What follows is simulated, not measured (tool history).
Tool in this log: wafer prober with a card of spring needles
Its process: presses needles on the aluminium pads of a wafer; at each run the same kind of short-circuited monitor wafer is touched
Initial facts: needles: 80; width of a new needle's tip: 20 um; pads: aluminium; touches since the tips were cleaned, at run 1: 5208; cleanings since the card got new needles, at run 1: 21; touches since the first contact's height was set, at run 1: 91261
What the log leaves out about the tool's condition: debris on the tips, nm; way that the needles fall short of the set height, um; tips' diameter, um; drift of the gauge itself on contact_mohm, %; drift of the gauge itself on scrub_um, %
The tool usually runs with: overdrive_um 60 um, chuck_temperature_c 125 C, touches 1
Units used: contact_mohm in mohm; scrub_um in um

| run | hour | overdrive_um | chuck_temperature_c | touches | touches since the tips were cleaned | cleanings since the card got new needles | touches since the first contact's height was set | contact_mohm | scrub_um |
|---|---|---|---|---|---|---|---|---|---|
| 1 | 0 | 60 | 125 | 1 | 5208 | 21 | 91261 | 564 | 11.01 |
|  | 12.7 | tips cleaned on abrasive film |
| 2 | 17.4 | 60 | 125 | 1 | 1276 | 22 | 96013 | 362 | 11.01 |
| 3 | 40.6 | 60 | 125 | 1 | 7658 | 22 | 102395 | 623 | 10.96 |
|  | 42.7 | tips cleaned on abrasive film |
| 4 | 69.5 | 60 | 125 | 1 | 7375 | 23 | 110325 | 628 | 10.96 |
|  | 73.2 | tips cleaned on abrasive film |
| 5 | 88 | 60 | 125 | 1 | 4058 | 24 | 115374 | 541 | 10.94 |
|  | 93.1 | height of the first contact set anew |
|  | 105.9 | tips cleaned on abrasive film |
| 6 | 106.1 | 60 | 46 | 1 | 54 | 25 | 3564 | 251 | 11.14 |
| 7 | 127 | 57 | 42 | 1 | 5796 | 25 | 9306 | 660 | 10.59 |
|  | 136.4 | tips cleaned on abrasive film |
| 8 | 142.6 | 42 | 43 | 3 | 1697 | 26 | 13561 | 364 | 7.78 |
| 9 | 163.3 | 54 | 117 | 2 | 7399 | 26 | 19263 | 516 | 9.99 |

The next listed run, before its measurement:
|  | 166.4 | tips cleaned on abrasive film |
| 10 | 184.5 | 63 | 45 | 2 | 4965 | 27 | 25055 | ? | ? |

{"run 10": {"contact_mohm": 407, "scrub_um": 11.63}}
With no hidden state in the tool, this same run would have given contact_mohm 192 mohm, scrub_um 11.7 um.
